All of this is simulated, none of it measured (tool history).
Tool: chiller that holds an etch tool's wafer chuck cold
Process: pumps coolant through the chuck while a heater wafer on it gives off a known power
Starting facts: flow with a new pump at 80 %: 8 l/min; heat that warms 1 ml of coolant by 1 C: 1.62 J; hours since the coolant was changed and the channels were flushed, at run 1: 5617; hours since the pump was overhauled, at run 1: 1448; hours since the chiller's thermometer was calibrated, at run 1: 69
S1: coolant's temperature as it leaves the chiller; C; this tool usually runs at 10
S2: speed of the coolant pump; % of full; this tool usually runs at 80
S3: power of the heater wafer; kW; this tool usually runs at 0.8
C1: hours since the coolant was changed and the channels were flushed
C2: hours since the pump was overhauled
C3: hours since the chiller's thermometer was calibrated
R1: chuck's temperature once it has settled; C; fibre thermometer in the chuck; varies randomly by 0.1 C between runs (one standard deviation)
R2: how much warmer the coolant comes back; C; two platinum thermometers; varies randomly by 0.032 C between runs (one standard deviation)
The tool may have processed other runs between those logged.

{"run": 1, "hour": 0.0, "S1": 10, "S2": 80, "S3": 0.8, "C1": 5617, "C2": 1448, "C3": 69, "R1": 18.7, "R2": 3.69}
{"run": 2, "hour": 28.6, "S1": 10, "S2": 80, "S3": 0.8, "C1": 5645, "C2": 1476, "C3": 97, "R1": 18.5, "R2": 3.77}
{"run": 3, "hour": 58.7, "S1": 10, "S2": 80, "S3": 0.8, "C1": 5675, "C2": 1506, "C3": 127, "R1": 18.6, "R2": 3.71}
{"run": 4, "hour": 79.4, "S1": 10, "S2": 80, "S3": 0.8, "C1": 5696, "C2": 1527, "C3": 148, "R1": 18.4, "R2": 3.72}
{"run": 5, "hour": 109.9, "S1": 10, "S2": 80, "S3": 0.8, "C1": 5727, "C2": 1557, "C3": 178, "R1": 18.6, "R2": 3.76}
{"run": 6, "hour": 140.7, "S1": 10, "S2": 80, "S3": 0.8, "C1": 5757, "C2": 1588, "C3": 209, "R1": 18.6, "R2": 3.72}
{"run": 7, "hour": 169.5, "S1": 10, "S2": 80, "S3": 0.8, "C1": 5786, "C2": 1617, "C3": 238, "R1": 18.6, "R2": 3.72}
{"run": 8, "hour": 202.3, "S1": 10, "S2": 80, "S3": 0.8, "C1": 5819, "C2": 1650, "C3": 271, "R1": 18.4, "R2": 3.81}
{"run": 9, "hour": 244.3, "S1": 19, "S2": 80, "S3": 0.8, "C1": 5861, "C2": 1692, "C3": 313, "R1": 27.5, "R2": 3.77}
{"run": 10, "hour": 264.7, "S1": 10, "S2": 80, "S3": 0.8, "C1": 5881, "C2": 1712, "C3": 333, "R1": 18.6, "R2": 3.67}
{"run": 11, "hour": 287.2, "S1": 16, "S2": 67, "S3": 0.415, "C1": 5904, "C2": 1735, "C3": 356, "R1": 20.9, "R2": 2.25}
{"run": 12, "hour": 313.9, "S1": 16, "S2": 67, "S3": 0.415, "C1": 5931, "C2": 1761, "C3": 382, "R1": 21.1, "R2": 2.28}
{"run": 13, "hour": 341.1, "S1": 16, "S2": 67, "S3": 0.415, "C1": 5958, "C2": 1789, "C3": 410, "R1": 21, "R2": 2.32}
{"run": 14, "hour": 364.3, "S1": 16, "S2": 67, "S3": 0.415, "C1": 5981, "C2": 1812, "C3": 433, "R1": 20.9, "R2": 2.29}
{"run": 15, "hour": 393.4, "S1": 10, "S2": 95, "S3": 1.112, "C1": 6010, "C2": 1841, "C3": 462, "R1": 20.4, "R2": 4.35}
{"run": 16, "hour": 412.2, "S1": 1, "S2": 61, "S3": 1.109, "C1": 6029, "C2": 1860, "C3": 481, "R1": 15.2, "R2": 6.77}
{"run": 17, "hour": 435.4, "S1": 16, "S2": 80, "S3": 0.8, "C1": 6052, "C2": 1883, "C3": 504, "R1": 24.5, "R2": 3.75}
{"run": 18, "hour": 458.4, "S1": 6, "S2": 87, "S3": 0.998, "C1": 6075, "C2": 1906, "C3": 527, "R1": 16.1, "R2": 4.27}
{"run": 19, "hour": 498.1, "S1": 14, "S2": 66, "S3": 0.8, "C1": 6115, "C2": 1946, "C3": 567, "R1": 23.7, "R2": 4.49}
{"run": 20, "hour": 536.3, "S1": 13, "S2": 81, "S3": 0.8, "C1": 6153, "C2": 1984, "C3": 605, "R1": 21.5, "R2": 3.65}

Each row is a separate what-if for the run after 20, all from the same tool condition, not one after another. Results?
{"run": "A", "hour": 564.1, "S1": 13, "S2": 81, "S3": 0.921, "C1": 6181, "C2": 2012, "C3": 633, "R1": "?", "R2": "?"}
{"run": "B", "hour": 564.1, "S1": 10, "S2": 80, "S3": 0.8, "C1": 6181, "C2": 2012, "C3": 633, "R1": "?", "R2": "?"}
{"run": "C", "hour": 564.1, "S1": 7, "S2": 82, "S3": 0.718, "C1": 6181, "C2": 2012, "C3": 633, "R1": "?", "R2": "?"}
{"run": "D", "hour": 564.1, "S1": 10, "S2": 84, "S3": 0.8, "C1": 6181, "C2": 2012, "C3": 633, "R1": "?", "R2": "?"}

run=A R1=22.6 R2=4.2
run=B R1=18.6 R2=3.72
run=C R1=14.6 R2=3.25
run=D R1=18.4 R2=3.55
Without the tool's hidden state the same runs would have given:
run=A R1=22.6 R2=4.2
run=B R1=18.6 R2=3.72
run=C R1=14.6 R2=3.25
run=D R1=18.3 R2=3.55

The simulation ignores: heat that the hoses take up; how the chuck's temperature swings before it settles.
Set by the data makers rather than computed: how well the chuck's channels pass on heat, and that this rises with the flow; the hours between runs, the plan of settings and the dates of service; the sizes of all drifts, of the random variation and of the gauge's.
